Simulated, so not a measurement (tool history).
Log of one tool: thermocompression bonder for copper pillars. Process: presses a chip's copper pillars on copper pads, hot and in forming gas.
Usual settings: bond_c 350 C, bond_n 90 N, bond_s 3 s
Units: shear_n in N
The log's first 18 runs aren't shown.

run	day	bond_c	bond_n	bond_s	hours of work since the heater was calibrated	hours of work since the force cell was calibrated	hours of work since the gas filter was changed	shear_n
19	10.850	350	59	5	967	706	24	56.1
20	11.392	350	90	3	976	715	34	72.2
21	11.829	350	115	3	984	723	42	86.8
22	12.538	350	115	3	997	736	55	87.1
23	12.983	325	115	3	1005	744	63	72.0
24	13.779	323	122	3	1020	759	77	73.5
25	14.238	364	113	7	1028	767	86	118.8
26	14.925	350	90	8	1041	780	98	98.2
27	15.396	350	90	2	1049	788	107	60.4
28	16.162	370	90	3	1063	802	121	81.8
29	16.871	370	90	3	1076	815	134	82.1
30	17.671	359	90	3	1091	830	148	75.3
31	18.300	359	100	3	1102	841	160	82.3
32	19.029	320	90	3	1115	854	173	53.0
33	19.812	322	104	3	1130	869	187	63.4
34	20.558	328	118	3	1143	882	201	75.4
35	20.967	355	90	3	1151	890	208	73.2
36	21.438	355	90	3	1159	898	217	73.9
37	22.146	327	67	4	1172	911	230	49.0
38	22.629	327	67	4	1181	920	238	46.8
39	23.246	350	116	7	1192	931	250	112.2
40	23.954	347	104	7	1205	944	262	103.0

4 ways to go on from here, each from the tool as it stands after run 40. What would each give?
A	24.454	347	131	2	1214	953	272	?
B	24.454	350	94	3	1214	953	272	?
C	24.454	347	122	3	1214	953	272	?
D	24.454	348	56	6	1214	953	272	?

run	shear_n
A	84.6
B	74.4
C	88.7
D	56.4
Without the tool's hidden state the same runs would have given:
run	shear_n
A	85.3
B	75.1
C	89.4
D	56.9

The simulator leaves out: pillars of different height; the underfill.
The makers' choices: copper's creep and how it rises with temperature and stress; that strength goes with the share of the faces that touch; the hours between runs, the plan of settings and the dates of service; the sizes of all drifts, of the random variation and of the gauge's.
